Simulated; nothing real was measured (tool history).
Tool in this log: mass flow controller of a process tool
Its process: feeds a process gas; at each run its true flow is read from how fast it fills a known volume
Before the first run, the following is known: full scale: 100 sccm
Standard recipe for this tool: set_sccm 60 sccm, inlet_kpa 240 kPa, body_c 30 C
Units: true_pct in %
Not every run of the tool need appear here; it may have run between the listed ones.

| run | day | set_sccm | inlet_kpa | body_c | true_pct |
|---|---|---|---|---|---|
| 1 | 0.000 | 60 | 240 | 30 | 99.07 |
| 2 | 8.025 | 60 | 240 | 30 | 99.12 |
| 3 | 19.025 | 60 | 240 | 30 | 99.07 |
| 4 | 25.350 | 60 | 240 | 30 | 99.05 |
| 5 | 35.288 | 60 | 240 | 30 | 99.02 |
| 6 | 40.462 | 60 | 240 | 30 | 99.01 |
| 7 | 49.646 | 89 | 242 | 24 | 99.36 |
| 8 | 54.621 | 85 | 178 | 21 | 98.57 |
| 9 | 64.429 | 58 | 208 | 21 | 98.09 |
| 10 | 70.192 | 58 | 208 | 21 | 98.23 |
| 11 | 77.550 | 14 | 186 | 29 | 96.27 |

What would each run have given without the hidden state, its run-to-run variation left as it was?
Hidden state at play: flow at rest that the sensor doesn't see, % of full scale; true flow over the shown one, %; drift of the gauge itself on true_pct, %.
| run | true_pct |
|---|---|
| 1 | 99.63 |
| 2 | 99.71 |
| 3 | 99.70 |
| 4 | 99.70 |
| 5 | 99.71 |
| 6 | 99.71 |
| 7 | 100.00 |
| 8 | 99.23 |
| 9 | 98.89 |
| 10 | 99.05 |
| 11 | 98.25 |
